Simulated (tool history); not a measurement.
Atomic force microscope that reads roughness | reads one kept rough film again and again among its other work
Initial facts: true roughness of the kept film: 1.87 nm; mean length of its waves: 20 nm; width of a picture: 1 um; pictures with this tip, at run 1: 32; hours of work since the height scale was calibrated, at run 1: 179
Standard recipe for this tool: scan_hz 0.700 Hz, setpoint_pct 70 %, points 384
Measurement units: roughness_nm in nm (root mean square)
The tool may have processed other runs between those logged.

run	day	scan_hz	setpoint_pct	points	pictures with this tip	hours of work since the height scale was calibrated	roughness_nm
1	0.000	0.700	70	384	32	179	1.357
2	0.217	0.700	70	384	37	181	1.342
3	0.483	0.700	70	259	42	184	1.286
4	0.904	0.907	70	384	51	188	1.284
5	1.146	0.700	85	384	55	190	1.250
6	1.504	0.700	85	384	62	194	1.240
7	1.704	0.700	70	384	66	196	1.243
8	1.929	0.700	70	384	71	198	1.233
9	2.204	0.700	70	384	76	201	1.217
10	2.517	0.700	70	384	83	204	1.188
11	2.938	0.700	70	384	91	208	1.171
12	3.262	0.700	55	384	98	212	1.164
13	3.450	2.294	70	384	101	214	1.104
14	3.679	0.700	70	266	106	216	1.113
15	4.083	0.700	70	266	114	220	1.091
16	4.412	0.700	76	384	121	223	1.075
17	4.604	0.700	76	384	124	225	1.079
18	4.967	0.700	76	384	132	229	1.056
19	5.188	0.700	76	384	136	231	1.047
# day 5.454: new tip fitted
20	5.529	0.700	76	384	1	234	1.506
21	5.942	0.700	76	384	10	239	1.467
22	6.175	0.700	70	384	14	241	1.462
23	6.450	0.700	70	384	20	244	1.436
24	6.800	0.700	70	384	27	247	1.411
25	7.129	0.700	73	384	33	251	1.369
26	7.350	0.700	73	384	38	253	1.360
27	7.733	1.198	63	724	45	257	1.342

Run 28 has not been measured yet. What should we expect?
28	8.017	1.198	63	724	51	260	?

For run 28 the tool returned roughness_nm 1.312 nm (root mean square).
The same run, on a tool lacking any hidden state, would have yielded roughness_nm 1.531 nm (root mean square).
